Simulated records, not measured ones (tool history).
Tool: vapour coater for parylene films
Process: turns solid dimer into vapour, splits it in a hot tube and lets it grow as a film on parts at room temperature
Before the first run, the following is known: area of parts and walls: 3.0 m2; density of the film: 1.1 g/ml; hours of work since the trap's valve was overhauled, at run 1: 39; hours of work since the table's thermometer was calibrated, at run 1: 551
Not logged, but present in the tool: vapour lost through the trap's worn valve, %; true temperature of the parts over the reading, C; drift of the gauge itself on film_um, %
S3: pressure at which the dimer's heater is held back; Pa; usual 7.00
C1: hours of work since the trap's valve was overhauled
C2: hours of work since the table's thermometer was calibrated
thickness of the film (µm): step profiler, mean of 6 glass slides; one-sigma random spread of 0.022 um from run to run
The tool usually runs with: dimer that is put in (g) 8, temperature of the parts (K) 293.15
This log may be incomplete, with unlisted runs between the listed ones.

{"run": 1, "day": 0.0, "dimer that is put in (g)": 8, "temperature of the parts (K)": 293.15, "S3": 7.0, "C1": 39, "C2": 551, "thickness of the film (µm)": 1.21}
{"run": 2, "day": 0.85, "dimer that is put in (g)": 8, "temperature of the parts (K)": 293.15, "S3": 7.0, "C1": 57, "C2": 569, "thickness of the film (µm)": 1.22}
{"run": 3, "day": 2.029, "dimer that is put in (g)": 8, "temperature of the parts (K)": 293.15, "S3": 7.0, "C1": 82, "C2": 594, "thickness of the film (µm)": 1.17}
{"run": 4, "day": 2.996, "dimer that is put in (g)": 8, "temperature of the parts (K)": 293.15, "S3": 7.0, "C1": 102, "C2": 614, "thickness of the film (µm)": 1.16}
{"run": 5, "day": 4.1, "dimer that is put in (g)": 8, "temperature of the parts (K)": 293.15, "S3": 7.0, "C1": 126, "C2": 638, "thickness of the film (µm)": 1.18}
{"run": 6, "day": 5.308, "dimer that is put in (g)": 8, "temperature of the parts (K)": 293.15, "S3": 7.0, "C1": 151, "C2": 663, "thickness of the film (µm)": 1.18}
{"run": 7, "day": 6.596, "dimer that is put in (g)": 8, "temperature of the parts (K)": 293.15, "S3": 7.0, "C1": 178, "C2": 690, "thickness of the film (µm)": 1.14}
{"run": 8, "day": 7.288, "dimer that is put in (g)": 8, "temperature of the parts (K)": 293.15, "S3": 7.0, "C1": 193, "C2": 705, "thickness of the film (µm)": 1.09}
{"run": 9, "day": 8.708, "dimer that is put in (g)": 8, "temperature of the parts (K)": 293.15, "S3": 2.75, "C1": 223, "C2": 735, "thickness of the film (µm)": 1.19}
{"day": 10.125, "done": "trap's valve overhauled"}
{"run": 10, "day": 10.125, "dimer that is put in (g)": 8, "temperature of the parts (K)": 293.15, "S3": 3.46, "C1": 0, "C2": 762, "thickness of the film (µm)": 1.35}
{"run": 11, "day": 10.846, "dimer that is put in (g)": 8, "temperature of the parts (K)": 301.15, "S3": 7.0, "C1": 15, "C2": 777, "thickness of the film (µm)": 0.87}
{"run": 12, "day": 12.367, "dimer that is put in (g)": 8, "temperature of the parts (K)": 301.15, "S3": 7.0, "C1": 47, "C2": 809, "thickness of the film (µm)": 0.81}
{"run": 13, "day": 13.517, "dimer that is put in (g)": 8, "temperature of the parts (K)": 293.15, "S3": 7.0, "C1": 72, "C2": 833, "thickness of the film (µm)": 1.26}
{"run": 14, "day": 14.842, "dimer that is put in (g)": 8, "temperature of the parts (K)": 293.15, "S3": 7.0, "C1": 100, "C2": 862, "thickness of the film (µm)": 1.17}
{"run": 15, "day": 16.25, "dimer that is put in (g)": 8, "temperature of the parts (K)": 293.15, "S3": 7.0, "C1": 130, "C2": 891, "thickness of the film (µm)": 1.18}
{"run": 16, "day": 17.854, "dimer that is put in (g)": 8, "temperature of the parts (K)": 293.15, "S3": 7.0, "C1": 164, "C2": 925, "thickness of the film (µm)": 1.13}
{"run": 17, "day": 18.508, "dimer that is put in (g)": 4, "temperature of the parts (K)": 293.15, "S3": 7.0, "C1": 178, "C2": 939, "thickness of the film (µm)": 0.57}
{"run": 18, "day": 20.108, "dimer that is put in (g)": 8, "temperature of the parts (K)": 293.15, "S3": 7.0, "C1": 211, "C2": 973, "thickness of the film (µm)": 1.15}
{"run": 19, "day": 21.125, "dimer that is put in (g)": 8, "temperature of the parts (K)": 293.15, "S3": 7.0, "C1": 233, "C2": 995, "thickness of the film (µm)": 1.17}
{"day": 22.092, "done": "trap's valve overhauled"}
{"run": 20, "day": 22.854, "dimer that is put in (g)": 8, "temperature of the parts (K)": 293.15, "S3": 7.0, "C1": 16, "C2": 1028, "thickness of the film (µm)": 1.22}
{"run": 21, "day": 24.433, "dimer that is put in (g)": 13, "temperature of the parts (K)": 293.15, "S3": 7.0, "C1": 50, "C2": 1061, "thickness of the film (µm)": 1.96}
{"run": 22, "day": 25.983, "dimer that is put in (g)": 8, "temperature of the parts (K)": 302.15, "S3": 7.0, "C1": 82, "C2": 1094, "thickness of the film (µm)": 0.8}
{"run": 23, "day": 26.783, "dimer that is put in (g)": 8, "temperature of the parts (K)": 302.15, "S3": 7.0, "C1": 99, "C2": 1111, "thickness of the film (µm)": 0.81}
{"run": 24, "day": 27.996, "dimer that is put in (g)": 8, "temperature of the parts (K)": 293.15, "S3": 7.0, "C1": 125, "C2": 1137, "thickness of the film (µm)": 1.16}
{"run": 25, "day": 29.104, "dimer that is put in (g)": 7, "temperature of the parts (K)": 296.15, "S3": 3.14, "C1": 149, "C2": 1160, "thickness of the film (µm)": 0.98}
{"run": 26, "day": 30.567, "dimer that is put in (g)": 12, "temperature of the parts (K)": 296.15, "S3": 3.14, "C1": 180, "C2": 1191, "thickness of the film (µm)": 1.61}
{"run": 27, "day": 31.279, "dimer that is put in (g)": 5, "temperature of the parts (K)": 294.15, "S3": 7.0, "C1": 195, "C2": 1206, "thickness of the film (µm)": 0.69}
{"run": 28, "day": 31.971, "dimer that is put in (g)": 3, "temperature of the parts (K)": 295.15, "S3": 7.0, "C1": 209, "C2": 1221, "thickness of the film (µm)": 0.33}
{"run": 29, "day": 33.346, "dimer that is put in (g)": 3, "temperature of the parts (K)": 295.15, "S3": 7.0, "C1": 238, "C2": 1250, "thickness of the film (µm)": 0.39}
{"day": 34.038, "done": "trap's valve overhauled"}
{"run": 30, "day": 34.796, "dimer that is put in (g)": 9, "temperature of the parts (K)": 300.15, "S3": 7.0, "C1": 16, "C2": 1277, "thickness of the film (µm)": 1.01}
{"run": 31, "day": 36.358, "dimer that is put in (g)": 9, "temperature of the parts (K)": 300.15, "S3": 7.0, "C1": 49, "C2": 1310, "thickness of the film (µm)": 1.02}
{"run": 32, "day": 37.133, "dimer that is put in (g)": 8, "temperature of the parts (K)": 293.15, "S3": 6.5, "C1": 66, "C2": 1327, "thickness of the film (µm)": 1.28}
{"run": 33, "day": 38.304, "dimer that is put in (g)": 8, "temperature of the parts (K)": 293.15, "S3": 6.5, "C1": 90, "C2": 1351, "thickness of the film (µm)": 1.24}
{"run": 34, "day": 39.633, "dimer that is put in (g)": 8, "temperature of the parts (K)": 289.15, "S3": 2.81, "C1": 119, "C2": 1380, "thickness of the film (µm)": 1.59}
{"day": 39.846, "done": "table's thermometer calibrated"}
{"run": 35, "day": 41.142, "dimer that is put in (g)": 8, "temperature of the parts (K)": 302.15, "S3": 3.6, "C1": 150, "C2": 27, "thickness of the film (µm)": 0.78}
{"run": 36, "day": 42.062, "dimer that is put in (g)": 8, "temperature of the parts (K)": 294.15, "S3": 3.18, "C1": 169, "C2": 47, "thickness of the film (µm)": 1.17}
{"run": 37, "day": 42.829, "dimer that is put in (g)": 10, "temperature of the parts (K)": 293.15, "S3": 7.0, "C1": 185, "C2": 63, "thickness of the film (µm)": 1.36}
{"run": 38, "day": 43.954, "dimer that is put in (g)": 6, "temperature of the parts (K)": 303.15, "S3": 4.12, "C1": 209, "C2": 87, "thickness of the film (µm)": 0.51}
{"run": 39, "day": 45.204, "dimer that is put in (g)": 5, "temperature of the parts (K)": 293.15, "S3": 7.86, "C1": 236, "C2": 113, "thickness of the film (µm)": 0.66}
{"day": 46.042, "done": "trap's valve overhauled"}
{"run": 40, "day": 46.096, "dimer that is put in (g)": 8, "temperature of the parts (K)": 293.15, "S3": 5.34, "C1": 1, "C2": 129, "thickness of the film (µm)": 1.23}
{"run": 41, "day": 46.983, "dimer that is put in (g)": 8, "temperature of the parts (K)": 293.15, "S3": 5.34, "C1": 20, "C2": 148, "thickness of the film (µm)": 1.23}
{"run": 42, "day": 47.675, "dimer that is put in (g)": 8, "temperature of the parts (K)": 293.15, "S3": 5.34, "C1": 35, "C2": 162, "thickness of the film (µm)": 1.26}
{"run": 43, "day": 48.983, "dimer that is put in (g)": 8, "temperature of the parts (K)": 293.15, "S3": 5.34, "C1": 62, "C2": 190, "thickness of the film (µm)": 1.24}
{"run": 44, "day": 50.054, "dimer that is put in (g)": 8, "temperature of the parts (K)": 293.15, "S3": 5.34, "C1": 85, "C2": 213, "thickness of the film (µm)": 1.22}
{"run": 45, "day": 50.9, "dimer that is put in (g)": 4, "temperature of the parts (K)": 293.15, "S3": 7.0, "C1": 103, "C2": 231, "thickness of the film (µm)": 0.59}
{"run": 46, "day": 52.321, "dimer that is put in (g)": 14, "temperature of the parts (K)": 293.15, "S3": 7.0, "C1": 133, "C2": 261, "thickness of the film (µm)": 2.02}
{"run": 47, "day": 53.558, "dimer that is put in (g)": 14, "temperature of the parts (K)": 293.15, "S3": 7.0, "C1": 159, "C2": 287, "thickness of the film (µm)": 1.97}

Alternative continuations, all from the tool just after run 47; predict every row:
{"run": "A", "day": 54.508, "dimer that is put in (g)": 9, "temperature of the parts (K)": 293.15, "S3": 7.0, "C1": 179, "C2": 307, "thickness of the film (µm)": "?"}
{"run": "B", "day": 54.508, "dimer that is put in (g)": 8, "temperature of the parts (K)": 294.15, "S3": 4.85, "C1": 179, "C2": 307, "thickness of the film (µm)": "?"}
{"run": "C", "day": 54.508, "dimer that is put in (g)": 10, "temperature of the parts (K)": 293.15, "S3": 7.0, "C1": 179, "C2": 307, "thickness of the film (µm)": "?"}

run=A thickness_of_the_film_(µm)=1.25
run=B thickness_of_the_film_(µm)=1.14
run=C thickness_of_the_film_(µm)=1.40
What these runs would have given with no unlogged condition in the tool:
run=A thickness_of_the_film_(µm)=1.37
run=B thickness_of_the_film_(µm)=1.24
run=C thickness_of_the_film_(µm)=1.54

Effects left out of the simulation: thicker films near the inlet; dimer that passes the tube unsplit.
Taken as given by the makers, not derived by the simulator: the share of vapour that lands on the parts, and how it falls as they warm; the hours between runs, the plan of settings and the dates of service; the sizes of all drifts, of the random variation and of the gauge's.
